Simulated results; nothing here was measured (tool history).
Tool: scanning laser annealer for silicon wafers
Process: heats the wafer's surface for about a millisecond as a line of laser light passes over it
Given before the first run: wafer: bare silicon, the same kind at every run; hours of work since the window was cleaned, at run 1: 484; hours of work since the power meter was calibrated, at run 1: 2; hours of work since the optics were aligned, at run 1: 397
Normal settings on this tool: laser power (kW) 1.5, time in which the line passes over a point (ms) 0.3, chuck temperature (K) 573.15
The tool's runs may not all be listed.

run,hour,laser power (kW),time in which the line passes over a point (ms),chuck temperature (K),hours of work since the window was cleaned,hours of work since the power meter was calibrated,hours of work since the optics were aligned,highest temperature of the surface (K)
1,0,1.5,0.3,573.15,484,2,397,1289.15
2,9.9,1.5,0.3,573.15,490,8,403,1286.15
3,19.8,1.5,0.3,573.15,496,14,409,1288.15
4,26.1,1.5,0.3,573.15,500,19,414,1288.15
5,33.4,1.5,0.3,573.15,505,23,418,1289.15
6,38.5,1.5,0.3,573.15,508,27,421,1285.15
7,46.4,1.5,0.3,573.15,513,32,427,1286.15
8,54.9,1.5,0.3,573.15,519,37,432,1286.15
9,60.8,1.5,0.3,573.15,523,41,436,1289.15
10,67.4,1.5,0.3,573.15,527,45,440,1288.15
11,72,1.5,0.3,573.15,530,48,443,1288.15
# hour 77.8: window over the wafer cleaned
12,82.4,1.5,0.3,573.15,3,53,448,1286.15
13,90.6,1.5,0.3,573.15,8,59,454,1286.15
14,99.4,1.5,0.3,573.15,14,64,459,1285.15
15,104.3,1.5,0.25,573.15,17,68,463,1222.15
16,114.9,1.5,0.35,573.15,24,74,469,1347.15
17,120.7,1.5,0.224,573.15,28,78,473,1184.15
18,128.7,1.5,0.3,589.15,33,83,478,1305.15
19,136.1,1.5,0.3,589.15,37,88,483,1305.15
20,146.8,1.5,0.3,553.15,44,95,490,1267.15
21,157,1.5,0.346,553.15,51,101,496,1325.15
22,164.9,1.5,0.346,553.15,56,106,501,1326.15
23,174.8,1.373,0.315,536.15,62,113,508,1192.15
24,183.5,1.397,0.315,536.15,68,118,513,1210.15
25,193.4,1.325,0.232,573.15,74,125,520,1109.15
26,199.7,1.526,0.328,603.15,78,129,524,1373.15
27,206.4,1.408,0.266,567.15,83,133,528,1187.15
28,216.5,1.408,0.266,567.15,89,140,535,1191.15
29,225.7,1.5,0.3,585.15,95,146,541,1298.15
30,231.7,1.5,0.3,554.15,99,149,544,1267.15
31,240.1,1.5,0.236,612.15,104,155,550,1241.15
32,250.9,1.527,0.293,537.15,111,162,557,1259.15
33,260.4,1.5,0.3,540.15,117,168,563,1257.15
34,265.4,1.5,0.3,540.15,121,171,566,1256.15
35,273.6,1.5,0.338,577.15,126,176,571,1338.15
36,281.9,1.5,0.212,602.15,131,182,577,1199.15
37,288.5,1.5,0.212,602.15,135,186,581,1195.15
38,295.4,1.564,0.351,609.15,140,190,585,1425.15
39,304.6,1.403,0.262,573.15,146,196,591,1186.15
40,313.3,1.567,0.275,574.15,151,202,597,1295.15

4 options for the next run, each taken on its own from the tool as it stands now. Forecast them:
A,322.6,1.567,0.233,574.15,157,208,603,?
B,322.6,1.602,0.371,565.15,157,208,603,?
C,322.6,1.523,0.311,540.15,157,208,603,?
D,322.6,1.344,0.235,569.15,157,208,603,?

run,highest temperature of the surface (K)
A,1233.15
B,1431.15
C,1280.15
D,1118.15
Stripped of hidden state, with their random variation kept, the same runs would have yielded:
run,highest temperature of the surface (K)
A,1233.15
B,1431.15
C,1280.15
D,1118.15
